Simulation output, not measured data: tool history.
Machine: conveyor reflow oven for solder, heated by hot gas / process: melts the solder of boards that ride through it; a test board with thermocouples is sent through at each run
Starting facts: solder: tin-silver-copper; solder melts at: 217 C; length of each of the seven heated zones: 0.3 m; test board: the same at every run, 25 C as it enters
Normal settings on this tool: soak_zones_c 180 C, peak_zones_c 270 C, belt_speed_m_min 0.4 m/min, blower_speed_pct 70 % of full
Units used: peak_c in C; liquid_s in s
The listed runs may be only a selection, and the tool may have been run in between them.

{"run": 1, "hour": 0.0, "soak_zones_c": 180, "peak_zones_c": 270, "belt_speed_m_min": 0.4, "blower_speed_pct": 70, "peak_c": 252.9, "liquid_s": 71}
{"run": 2, "hour": 23.1, "soak_zones_c": 180, "peak_zones_c": 283, "belt_speed_m_min": 0.4, "blower_speed_pct": 70, "peak_c": 263.6, "liquid_s": 79.3}
{"run": 3, "hour": 51.9, "soak_zones_c": 180, "peak_zones_c": 283, "belt_speed_m_min": 0.4, "blower_speed_pct": 70, "peak_c": 263.8, "liquid_s": 79}
{"run": 4, "hour": 80.6, "soak_zones_c": 180, "peak_zones_c": 283, "belt_speed_m_min": 0.4, "blower_speed_pct": 70, "peak_c": 262.8, "liquid_s": 78.4}
{"run": 5, "hour": 110.8, "soak_zones_c": 180, "peak_zones_c": 270, "belt_speed_m_min": 0.4, "blower_speed_pct": 70, "peak_c": 251.7, "liquid_s": 70.3}
{"run": 6, "hour": 150.5, "soak_zones_c": 180, "peak_zones_c": 270, "belt_speed_m_min": 0.4, "blower_speed_pct": 70, "peak_c": 251.9, "liquid_s": 69.9}
{"run": 7, "hour": 186.9, "soak_zones_c": 180, "peak_zones_c": 270, "belt_speed_m_min": 0.4, "blower_speed_pct": 70, "peak_c": 251.4, "liquid_s": 69.9}
{"run": 8, "hour": 218.9, "soak_zones_c": 195, "peak_zones_c": 270, "belt_speed_m_min": 0.4, "blower_speed_pct": 70, "peak_c": 254.6, "liquid_s": 80.9}
{"run": 9, "hour": 237.5, "soak_zones_c": 180, "peak_zones_c": 265, "belt_speed_m_min": 0.4, "blower_speed_pct": 70, "peak_c": 247.3, "liquid_s": 65.9}
{"run": 10, "hour": 262.3, "soak_zones_c": 180, "peak_zones_c": 270, "belt_speed_m_min": 0.4, "blower_speed_pct": 70, "peak_c": 251.2, "liquid_s": 69.9}
{"run": 11, "hour": 294.5, "soak_zones_c": 188, "peak_zones_c": 270, "belt_speed_m_min": 0.4, "blower_speed_pct": 70, "peak_c": 252.8, "liquid_s": 75.2}
{"run": 12, "hour": 313.9, "soak_zones_c": 188, "peak_zones_c": 270, "belt_speed_m_min": 0.358, "blower_speed_pct": 70, "peak_c": 256.1, "liquid_s": 88}
{"run": 13, "hour": 339.7, "soak_zones_c": 188, "peak_zones_c": 270, "belt_speed_m_min": 0.358, "blower_speed_pct": 70, "peak_c": 255.6, "liquid_s": 87.6}
{"run": 14, "hour": 366.1, "soak_zones_c": 188, "peak_zones_c": 270, "belt_speed_m_min": 0.358, "blower_speed_pct": 70, "peak_c": 255.9, "liquid_s": 88.2}
{"hour": 378.9, "done": "belt drive overhauled, speed set with a stopwatch"}
{"run": 15, "hour": 404.6, "soak_zones_c": 188, "peak_zones_c": 270, "belt_speed_m_min": 0.358, "blower_speed_pct": 70, "peak_c": 254.9, "liquid_s": 84.3}
{"run": 16, "hour": 439.0, "soak_zones_c": 180, "peak_zones_c": 270, "belt_speed_m_min": 0.4, "blower_speed_pct": 70, "peak_c": 248.9, "liquid_s": 64.8}
{"run": 17, "hour": 473.3, "soak_zones_c": 183, "peak_zones_c": 270, "belt_speed_m_min": 0.442, "blower_speed_pct": 70, "peak_c": 245.5, "liquid_s": 55.9}
{"run": 18, "hour": 502.3, "soak_zones_c": 180, "peak_zones_c": 264, "belt_speed_m_min": 0.4, "blower_speed_pct": 70, "peak_c": 243.7, "liquid_s": 59.1}
{"run": 19, "hour": 525.0, "soak_zones_c": 180, "peak_zones_c": 264, "belt_speed_m_min": 0.4, "blower_speed_pct": 63, "peak_c": 242.5, "liquid_s": 57.3}
{"hour": 555.0, "done": "thermocouples of zones 6 and 7 changed"}
{"run": 20, "hour": 562.1, "soak_zones_c": 185, "peak_zones_c": 264, "belt_speed_m_min": 0.472, "blower_speed_pct": 86, "peak_c": 239.5, "liquid_s": 46.1}
{"hour": 582.7, "done": "flux residue cleaned out of gas plates and filters"}
{"run": 21, "hour": 592.5, "soak_zones_c": 189, "peak_zones_c": 262, "belt_speed_m_min": 0.335, "blower_speed_pct": 52, "peak_c": 249.2, "liquid_s": 87.4}
{"run": 22, "hour": 625.2, "soak_zones_c": 187, "peak_zones_c": 270, "belt_speed_m_min": 0.4, "blower_speed_pct": 77, "peak_c": 254.9, "liquid_s": 75.4}
{"run": 23, "hour": 646.9, "soak_zones_c": 187, "peak_zones_c": 270, "belt_speed_m_min": 0.4, "blower_speed_pct": 77, "peak_c": 254.2, "liquid_s": 74.8}
{"run": 24, "hour": 669.4, "soak_zones_c": 187, "peak_zones_c": 270, "belt_speed_m_min": 0.4, "blower_speed_pct": 77, "peak_c": 254, "liquid_s": 75}
{"run": 25, "hour": 701.1, "soak_zones_c": 167, "peak_zones_c": 278, "belt_speed_m_min": 0.354, "blower_speed_pct": 77, "peak_c": 261, "liquid_s": 81.4}
{"run": 26, "hour": 730.6, "soak_zones_c": 167, "peak_zones_c": 278, "belt_speed_m_min": 0.354, "blower_speed_pct": 77, "peak_c": 261.3, "liquid_s": 81.6}
{"run": 27, "hour": 757.5, "soak_zones_c": 167, "peak_zones_c": 278, "belt_speed_m_min": 0.354, "blower_speed_pct": 77, "peak_c": 261, "liquid_s": 81.8}
{"run": 28, "hour": 790.6, "soak_zones_c": 166, "peak_zones_c": 276, "belt_speed_m_min": 0.392, "blower_speed_pct": 63, "peak_c": 252.6, "liquid_s": 64.7}
{"run": 29, "hour": 829.0, "soak_zones_c": 166, "peak_zones_c": 278, "belt_speed_m_min": 0.392, "blower_speed_pct": 63, "peak_c": 254, "liquid_s": 65.6}
{"run": 30, "hour": 862.1, "soak_zones_c": 180, "peak_zones_c": 284, "belt_speed_m_min": 0.4, "blower_speed_pct": 70, "peak_c": 262.9, "liquid_s": 77}
{"run": 31, "hour": 884.6, "soak_zones_c": 187, "peak_zones_c": 271, "belt_speed_m_min": 0.434, "blower_speed_pct": 70, "peak_c": 250.3, "liquid_s": 64.3}

Consider 3 possible next runs. They are alternatives, not a sequence: every one starts from the tool as it was left by run 31. What does each give?
{"run": "A", "hour": 922.3, "soak_zones_c": 189, "peak_zones_c": 270, "belt_speed_m_min": 0.421, "blower_speed_pct": 86, "peak_c": "?", "liquid_s": "?"}
{"run": "B", "hour": 922.3, "soak_zones_c": 172, "peak_zones_c": 271, "belt_speed_m_min": 0.434, "blower_speed_pct": 70, "peak_c": "?", "liquid_s": "?"}
{"run": "C", "hour": 922.3, "soak_zones_c": 187, "peak_zones_c": 263, "belt_speed_m_min": 0.346, "blower_speed_pct": 70, "peak_c": "?", "liquid_s": "?"}

run=A peak_c=252.7 liquid_s=70.5
run=B peak_c=246.2 liquid_s=53.3
run=C peak_c=250.3 liquid_s=83.7
Stripped of hidden state, with their random variation kept, the same runs would have yielded:
run=A peak_c=254.7 liquid_s=71.9
run=B peak_c=248.7 liquid_s=55.8
run=C peak_c=251.7 liquid_s=84.8
